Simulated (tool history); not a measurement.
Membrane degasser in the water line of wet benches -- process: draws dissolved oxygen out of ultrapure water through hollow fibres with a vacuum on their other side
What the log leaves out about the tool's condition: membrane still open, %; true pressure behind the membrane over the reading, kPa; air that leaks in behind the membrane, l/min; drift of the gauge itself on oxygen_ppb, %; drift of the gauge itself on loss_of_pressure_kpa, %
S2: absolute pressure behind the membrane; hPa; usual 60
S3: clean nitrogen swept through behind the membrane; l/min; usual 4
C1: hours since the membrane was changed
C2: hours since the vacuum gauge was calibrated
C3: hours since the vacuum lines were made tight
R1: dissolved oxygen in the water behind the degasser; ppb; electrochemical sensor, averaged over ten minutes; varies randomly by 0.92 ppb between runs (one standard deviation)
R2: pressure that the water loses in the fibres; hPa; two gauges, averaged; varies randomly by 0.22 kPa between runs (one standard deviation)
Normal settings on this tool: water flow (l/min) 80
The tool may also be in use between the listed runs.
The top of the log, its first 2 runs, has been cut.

Run 3, hour 213.2: usual settings but water flow (l/min) 103; C1 2533; C2 3906; C3 1626. Result: R1 182.7 ppb, R2 708.2 hPa.
Run 4, hour 328: usual settings but S2 80.7 hPa; C1 2648; C2 4021; C3 1741. Result: R1 220.2 ppb, R2 547.3 hPa.
Run 5, hour 424.4: usual settings but S2 80.7 hPa; C1 2744; C2 4117; C3 1837. Result: R1 223.3 ppb, R2 540.3 hPa.
Run 6, hour 489.4: usual settings; C1 2809; C2 4182; C3 1902. Result: R1 130.4 ppb, R2 542.1 hPa.
Run 7, hour 550.1: usual settings; C1 2870; C2 4243; C3 1963. Result: R1 130.9 ppb, R2 545.1 hPa.
Run 8, hour 617.8: usual settings; C1 2938; C2 4311; C3 2030. Result: R1 129.3 ppb, R2 545.5 hPa.
Run 9, hour 720: usual settings; C1 3040; C2 4413; C3 2133. Result: R1 131.5 ppb, R2 545.2 hPa.
Run 10, hour 808.1: usual settings; C1 3128; C2 4501; C3 2221. Result: R1 132 ppb, R2 547.4 hPa.
Run 11, hour 867.9: usual settings but S3 1.72 l/min; C1 3188; C2 4561; C3 2281. Result: R1 255.6 ppb, R2 543.8 hPa.
Run 12, hour 916.7: usual settings but S2 118.6 hPa, S3 1.72 l/min; C1 3237; C2 4609; C3 2329. Result: R1 733.3 ppb, R2 543.7 hPa.
Run 13, hour 965.8: usual settings but water flow (l/min) 110; C1 3286; C2 4659; C3 2378. Result: R1 203.4 ppb, R2 749.9 hPa.
Run 14, hour 1067.3: usual settings but water flow (l/min) 110; C1 3387; C2 4760; C3 2480. Result: R1 201 ppb, R2 750.4 hPa.
Run 15, hour 1145.6: usual settings but water flow (l/min) 73; C1 3465; C2 4838; C3 2558. Result: R1 118.3 ppb, R2 499.8 hPa.
Run 16, hour 1212.5: usual settings; C1 3532; C2 4905; C3 2625. Result: R1 130.2 ppb, R2 547.1 hPa.
Run 17, hour 1310.4: usual settings; C1 3630; C2 5003; C3 2723. Result: R1 130.7 ppb, R2 545.9 hPa.
Run 18, hour 1409.9: usual settings; C1 3730; C2 5103; C3 2823. Result: R1 132.5 ppb, R2 548.6 hPa.
Run 19, hour 1509.8: usual settings but water flow (l/min) 73, S2 43.4 hPa, S3 2 l/min; C1 3830; C2 5203; C3 2922. Result: R1 88 ppb, R2 499 hPa.
Run 20, hour 1603.9: usual settings but water flow (l/min) 118, S2 62.1 hPa, S3 3.96 l/min; C1 3924; C2 5297; C3 3016. Result: R1 238.9 ppb, R2 805.1 hPa.
Run 21, hour 1667.4: usual settings but water flow (l/min) 60, S2 58.1 hPa, S3 3.96 l/min; C1 3987; C2 5360; C3 3080. Result: R1 91.8 ppb, R2 411.4 hPa.
Run 22, hour 1722.6: usual settings but water flow (l/min) 112, S3 10.38 l/min; C1 4042; C2 5415; C3 3135. Result: R1 113.1 ppb, R2 764.7 hPa.
Run 23, hour 1817.9: usual settings but water flow (l/min) 86, S2 69.5 hPa, S3 2.51 l/min; C1 4138; C2 5511; C3 3230. Result: R1 274.4 ppb, R2 590.6 hPa.
Run 24, hour 1902.8: usual settings but S2 52.9 hPa; C1 4223; C2 5596; C3 3315. Result: R1 100.2 ppb, R2 548 hPa.

Run 25 has not been measured yet. What should we expect?
Run 25, hour 2016.9: usual settings but S2 52.9 hPa; C1 4337; C2 5710; C3 3430. Result: R1 ?, R2 ?.

{"run 25": {"R1": 99.5, "R2": 538.7}}
Minus the tool's unlogged condition, the same run would have read R1 99.4 ppb, R2 538.6 hPa.
